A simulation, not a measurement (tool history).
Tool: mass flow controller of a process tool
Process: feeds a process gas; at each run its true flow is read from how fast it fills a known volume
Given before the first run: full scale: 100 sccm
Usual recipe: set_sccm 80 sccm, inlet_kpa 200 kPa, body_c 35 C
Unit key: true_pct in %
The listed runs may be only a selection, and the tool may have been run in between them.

Run 1, day 0.000: usual settings. Result: true_pct 101.63 %.
Run 2, day 2.604: usual settings but body_c 23 C. Result: true_pct 102.91 %.
Run 3, day 5.758: usual settings but inlet_kpa 155 kPa. Result: true_pct 101.92 %.
Run 4, day 9.308: usual settings. Result: true_pct 101.58 %.
Run 5, day 12.375: usual settings but inlet_kpa 217 kPa. Result: true_pct 101.52 %.
Run 6, day 14.162: usual settings but inlet_kpa 217 kPa. Result: true_pct 101.46 %.
Run 7, day 15.929: usual settings but inlet_kpa 217 kPa. Result: true_pct 101.53 %.
Run 8, day 18.583: usual settings but inlet_kpa 217 kPa. Result: true_pct 101.54 %.
Run 9, day 21.712: usual settings but set_sccm 26 sccm. Result: true_pct 102.11 %.
Run 10, day 25.088: usual settings. Result: true_pct 101.56 %.
Run 11, day 27.142: usual settings. Result: true_pct 101.75 %.
Run 12, day 29.667: usual settings but set_sccm 69 sccm. Result: true_pct 101.65 %.
Run 13, day 32.117: usual settings. Result: true_pct 102.02 %.
Run 14, day 34.108: usual settings. Result: true_pct 101.68 %.
Run 15, day 37.233: usual settings but body_c 38 C. Result: true_pct 101.33 %.
Run 16, day 40.225: usual settings. Result: true_pct 101.81 %.
Run 17, day 41.921: usual settings. Result: true_pct 101.83 %.
Run 18, day 43.588: usual settings. Result: true_pct 101.73 %.
Run 19, day 45.062: usual settings. Result: true_pct 101.88 %.
Run 20, day 47.075: usual settings but set_sccm 100 sccm. Result: true_pct 101.90 %.
Run 21, day 49.121: usual settings but set_sccm 100 sccm. Result: true_pct 101.86 %.
Run 22, day 51.742: usual settings but set_sccm 100 sccm. Result: true_pct 101.96 %.
Run 23, day 53.642: usual settings. Result: true_pct 101.89 %.
Run 24, day 56.946: usual settings. Result: true_pct 101.69 %.
Run 25, day 59.721: usual settings but set_sccm 16 sccm, inlet_kpa 157 kPa, body_c 37 C. Result: true_pct 103.21 %.
Run 26, day 61.862: usual settings but set_sccm 58 sccm, inlet_kpa 160 kPa. Result: true_pct 102.24 %.
Run 27, day 64.971: usual settings but body_c 30 C. Result: true_pct 102.60 %.
Run 28, day 67.975: usual settings but set_sccm 19 sccm, inlet_kpa 155 kPa, body_c 40 C. Result: true_pct 102.51 %.
Run 29, day 71.321: usual settings but set_sccm 19 sccm, inlet_kpa 155 kPa, body_c 40 C. Result: true_pct 102.66 %.
Run 30, day 73.996: usual settings but set_sccm 14 sccm, body_c 27 C. Result: true_pct 104.40 %.
Run 31, day 75.492: usual settings but set_sccm 31 sccm, inlet_kpa 236 kPa. Result: true_pct 102.02 %.
Run 32, day 78.275: usual settings but set_sccm 29 sccm, inlet_kpa 234 kPa, body_c 22 C. Result: true_pct 103.60 %.
Run 33, day 81.292: usual settings but set_sccm 36 sccm, inlet_kpa 232 kPa, body_c 30 C. Result: true_pct 102.51 %.
Run 34, day 83.088: usual settings but set_sccm 36 sccm, inlet_kpa 232 kPa, body_c 30 C. Result: true_pct 102.55 %.
Run 35, day 85.117: usual settings but set_sccm 14 sccm, inlet_kpa 213 kPa, body_c 30 C. Result: true_pct 104.12 %.
Run 36, day 87.362: usual settings but set_sccm 92 sccm, inlet_kpa 141 kPa, body_c 21 C. Result: true_pct 104.13 %.
Run 37, day 89.242: usual settings but set_sccm 19 sccm, inlet_kpa 186 kPa, body_c 29 C. Result: true_pct 103.91 %.
Run 38, day 92.417: usual settings but set_sccm 55 sccm, inlet_kpa 170 kPa, body_c 29 C. Result: true_pct 103.12 %.
Run 39, day 95.017: usual settings but set_sccm 41 sccm, inlet_kpa 169 kPa, body_c 23 C. Result: true_pct 103.79 %.
Run 40, day 97.196: usual settings but inlet_kpa 193 kPa, body_c 24 C. Result: true_pct 103.41 %.
Run 41, day 100.154: usual settings but set_sccm 59 sccm, inlet_kpa 221 kPa, body_c 20 C. Result: true_pct 103.64 %.
Run 42, day 102.192: usual settings but set_sccm 59 sccm, inlet_kpa 178 kPa, body_c 37 C. Result: true_pct 102.13 %.
Run 43, day 104.304: usual settings but set_sccm 39 sccm, inlet_kpa 188 kPa, body_c 40 C. Result: true_pct 101.94 %.
Run 44, day 106.542: usual settings but set_sccm 10 sccm, inlet_kpa 174 kPa, body_c 40 C. Result: true_pct 104.46 %.
Run 45, day 109.571: usual settings but inlet_kpa 165 kPa, body_c 33 C. Result: true_pct 102.79 %.
Run 46, day 111.262: usual settings but set_sccm 35 sccm, inlet_kpa 154 kPa. Result: true_pct 102.93 %.
Run 47, day 114.217: usual settings but set_sccm 35 sccm, inlet_kpa 154 kPa. Result: true_pct 102.92 %.
Run 48, day 117.654: usual settings but set_sccm 35 sccm, inlet_kpa 154 kPa. Result: true_pct 102.97 %.

3 options for the next run, each taken on its own from the tool as it stands now. Forecast them:
Run A, day 120.496: usual settings but set_sccm 28 sccm, inlet_kpa 202 kPa. Result: true_pct ?.
Run B, day 120.496: usual settings but set_sccm 35 sccm, inlet_kpa 195 kPa, body_c 28 C. Result: true_pct ?.
Run C, day 120.496: usual settings but set_sccm 35 sccm, inlet_kpa 158 kPa. Result: true_pct ?.

run  true_pct
  A    102.82
  B    103.34
  C    102.95
The same runs, with their run-to-run variation unchanged, on a tool lacking any hidden condition would have given:
run  true_pct
  A     98.43
  B     99.20
  C     98.80
